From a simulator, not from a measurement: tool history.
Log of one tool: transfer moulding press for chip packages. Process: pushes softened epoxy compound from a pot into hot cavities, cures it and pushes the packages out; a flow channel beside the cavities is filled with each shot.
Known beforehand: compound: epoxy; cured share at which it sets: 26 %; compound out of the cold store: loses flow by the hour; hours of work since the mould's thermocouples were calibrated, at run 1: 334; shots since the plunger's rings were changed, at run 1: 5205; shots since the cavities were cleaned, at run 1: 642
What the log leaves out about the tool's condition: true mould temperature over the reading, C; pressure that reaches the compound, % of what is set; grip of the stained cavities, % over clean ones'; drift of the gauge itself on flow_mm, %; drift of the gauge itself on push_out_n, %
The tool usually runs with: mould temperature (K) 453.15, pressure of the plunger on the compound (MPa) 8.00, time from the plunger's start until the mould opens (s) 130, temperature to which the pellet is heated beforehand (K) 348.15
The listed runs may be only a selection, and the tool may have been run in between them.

run   hour  mould temperature (K)  pressure of the plunger on the compound (MPa)  time from the plunger's start until the mould opens (s)  temperature to which the pellet is heated beforehand (K)  hours of work since the mould's thermocouples were calibrated  shots since the plunger's rings were changed  shots since the cavities were cleaned  incoming compound's hours out of the cold store  length that the compound runs in the flow channel (mm)  greatest force on the pins that push the packages out (N)
  1    0.0                 453.15                                           8.00                                                      130                                                    348.15                                                            334                                          5205                                    642                                             11.2                                                   611.7                                                        391
  2    9.1                 453.15                                           8.00                                                      130                                                    348.15                                                            341                                          5303                                    740                                             37.4                                                   525.9                                                        385
      17.7  -- cavities cleaned with cleaning compound and waxed
      23.0  -- plunger's sealing rings changed
  3   24.7                 453.15                                           8.00                                                      130                                                    348.15                                                            350                                            18                                     48                                             10.2                                                   640.4                                                        242
  4   41.9                 453.15                                           8.68                                                      130                                                    348.15                                                            363                                           202                                    232                                             23.1                                                   617.8                                                        296
  5   56.6                 453.15                                           8.68                                                      130                                                    348.15                                                            374                                           360                                    390                                             33.5                                                   581.5                                                        333
  6   68.4                 453.15                                           8.68                                                      130                                                    348.15                                                            383                                           487                                    517                                             42.5                                                   551.5                                                        343
  7   86.0                 453.15                                           8.68                                                      130                                                    348.15                                                            396                                           675                                    705                                             20.0                                                   628.5                                                        386
      98.4  -- cavities cleaned with cleaning compound and waxed
  8   98.6                 453.15                                           8.68                                                      130                                                    348.15                                                            404                                           794                                      2                                              8.1                                                   674.2                                                        222
  9  109.5                 453.15                                           8.68                                                      130                                                    348.15                                                            413                                           911                                    119                                             26.4                                                   604.0                                                        256
 10  122.7                 453.15                                           8.00                                                      130                                                    346.15                                                            423                                          1052                                    260                                             21.6                                                   595.7                                                        308
 11  138.9                 453.15                                           8.00                                                      130                                                    346.15                                                            435                                          1226                                    434                                             33.5                                                   555.7                                                        349
 12  155.1                 453.15                                           8.00                                                      130                                                    348.15                                                            447                                          1399                                    607                                             26.1                                                   579.3                                                        363
 13  170.1                 453.15                                           8.00                                                      130                                                    348.15                                                            459                                          1561                                    769                                             10.4                                                   633.7                                                        404
     176.6  -- cavities cleaned with cleaning compound and waxed
 14  184.8                 453.15                                           8.00                                                      130                                                    348.15                                                            469                                          1702                                     88                                             19.7                                                   600.0                                                        256
 15  193.0                 453.15                                           8.00                                                      130                                                    348.15                                                            475                                          1790                                    176                                             46.5                                                   513.4                                                        268
 16  211.8                 453.15                                           6.50                                                      154                                                    349.15                                                            489                                          1991                                    377                                             24.6                                                   524.0                                                        278
 17  220.3                 453.15                                           9.95                                                      154                                                    345.15                                                            495                                          2082                                    468                                             14.8                                                   687.9                                                        298
 18  229.7                 453.15                                           6.50                                                      130                                                    357.15                                                            503                                          2183                                    569                                             47.9                                                   457.8                                                        352
 19  238.6                 453.15                                           6.50                                                      130                                                    357.15                                                            509                                          2278                                    664                                             10.3                                                   568.4                                                        394
 20  246.9                 459.15                                           7.07                                                      112                                                    358.15                                                            516                                          2367                                    753                                             12.3                                                   570.2                                                        393
     253.8  -- cavities cleaned with cleaning compound and waxed
 21  266.8                 459.15                                           7.07                                                      149                                                    353.15                                                            529                                          2564                                    139                                              9.3                                                   578.6                                                        215
 22  278.1                 459.15                                           7.07                                                      149                                                    353.15                                                            538                                          2685                                    260                                             11.8                                                   570.0                                                        241
 23  294.9                 447.15                                           7.51                                                      151                                                    347.15                                                            551                                          2865                                    440                                             27.8                                                   567.9                                                        364

Run 24 has not been measured yet. What should we expect?
 24  307.9                 447.15                                           7.51                                                      151                                                    347.15                                                            561                                          3004                                    579                                              8.9                                                       ?                                                          ?

length that the compound runs in the flow channel (mm): 633.4
greatest force on the pins that push the packages out (N): 414
Had the tool carried no hidden state, the very same run would have given length that the compound runs in the flow channel (mm) 644.5, greatest force on the pins that push the packages out (N) 240.
